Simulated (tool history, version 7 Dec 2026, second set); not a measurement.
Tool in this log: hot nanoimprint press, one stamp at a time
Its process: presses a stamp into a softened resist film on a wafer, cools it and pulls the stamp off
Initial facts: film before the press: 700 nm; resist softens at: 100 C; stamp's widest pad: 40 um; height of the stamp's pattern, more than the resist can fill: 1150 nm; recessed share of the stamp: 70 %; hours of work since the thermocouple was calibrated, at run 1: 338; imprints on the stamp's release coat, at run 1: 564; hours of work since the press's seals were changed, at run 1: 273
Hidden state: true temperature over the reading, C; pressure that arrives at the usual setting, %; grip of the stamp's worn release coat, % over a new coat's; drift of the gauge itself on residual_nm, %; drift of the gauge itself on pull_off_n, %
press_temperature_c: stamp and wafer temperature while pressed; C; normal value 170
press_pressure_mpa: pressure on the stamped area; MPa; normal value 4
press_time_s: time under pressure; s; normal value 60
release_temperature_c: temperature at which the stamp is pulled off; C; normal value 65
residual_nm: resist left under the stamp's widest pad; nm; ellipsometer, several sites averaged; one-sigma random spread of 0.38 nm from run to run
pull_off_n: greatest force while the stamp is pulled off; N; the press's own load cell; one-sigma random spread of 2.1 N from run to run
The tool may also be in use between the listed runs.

run	hour	press_temperature_c	press_pressure_mpa	press_time_s	release_temperature_c	hours of work since the thermocouple was calibrated	imprints on the stamp's release coat	hours of work since the press's seals were changed	residual_nm	pull_off_n
1	0	170	4	60	65	338	564	273	267.7	207
# hour 17.8: stamp cleaned and given a new release coat
2	42.3	170	5.86	60	65	361	113	297	216	208
3	90.5	170	5.86	60	65	393	334	328	215.8	207
4	132.5	170	4	60	61	420	528	355	268.4	226
# hour 162.5: stamp cleaned and given a new release coat
5	177.9	170	4	60	61	445	71	380	267.4	230
6	212.1	170	4	60	61	467	228	403	267.5	230
7	264.9	170	4	60	61	501	471	437	268.3	236
# hour 297.7: plate thermocouple calibrated
# hour 309.5: stamp cleaned and given a new release coat
8	316.1	170	4.02	60	61	8	31	464	267	226
9	384.8	170	4	49	65	52	347	508	288.2	204
10	433.2	170	4	60	65	84	569	540	267.7	210
# hour 446.9: press's hydraulic seals changed and the load cell set to zero
# hour 458.1: stamp cleaned and given a new release coat
11	489.9	170	4	60	65	111	147	24	267.5	205
12	550.7	170	4	60	65	151	426	63	268.6	210
# hour 598.4: stamp cleaned and given a new release coat
13	600.5	161	4	60	65	179	10	92	351.7	208
14	644.5	161	4	73	65	207	212	120	329.3	207
15	678.1	160	2.4	97	59	229	367	142	398.5	244
16	717.7	160	2.4	97	55	255	549	167	398.8	268
# hour 739.6: stamp cleaned and given a new release coat
17	777.3	160	2.4	97	55	289	173	202	397.9	266
18	836.2	161	4	64	67	327	444	240	345.4	197
# hour 880.4: stamp cleaned and given a new release coat
19	900.5	170	4	96	72	365	93	278	225	165
20	956.9	181	5.28	60	72	402	353	314	167.4	165
21	1007.7	181	5.28	55	72	434	586	347	173.3	168
# hour 1022.5: stamp cleaned and given a new release coat
22	1057	181	5.28	55	72	462	159	375	173.2	164
23	1094.8	181	5.28	55	72	487	332	399	173	165
24	1128.7	181	5.28	55	72	509	488	421	172.8	166
# hour 1148.4: plate thermocouple calibrated
# hour 1168.4: stamp cleaned and given a new release coat
25	1187.5	163	5.28	49	52	21	87	454	306.9	284
26	1247.3	170	3.86	60	67	60	362	492	273	195
27	1297.1	170	3.86	60	67	92	592	524	272.5	197
# hour 1307.9: stamp cleaned and given a new release coat
# hour 1344.3: press's hydraulic seals changed and the load cell set to zero
28	1366.6	170	3.86	60	67	128	233	14	273.2	196

Predict each of these 3 candidate next runs independently; none follows another, all start after run 28:
A	1423.4	169	3.86	60	65	165	494	51	?	?
B	1423.4	170	3.89	41	62	165	494	51	?	?
C	1423.4	170	4	104	55	165	494	51	?	?

run	residual_nm	pull_off_n
A	281.3	209
B	311	225
C	219.1	263
Had the tool no hidden state, the same runs would have come out as:
run	residual_nm	pull_off_n
A	281.4	208
B	311.1	224
C	219.1	263
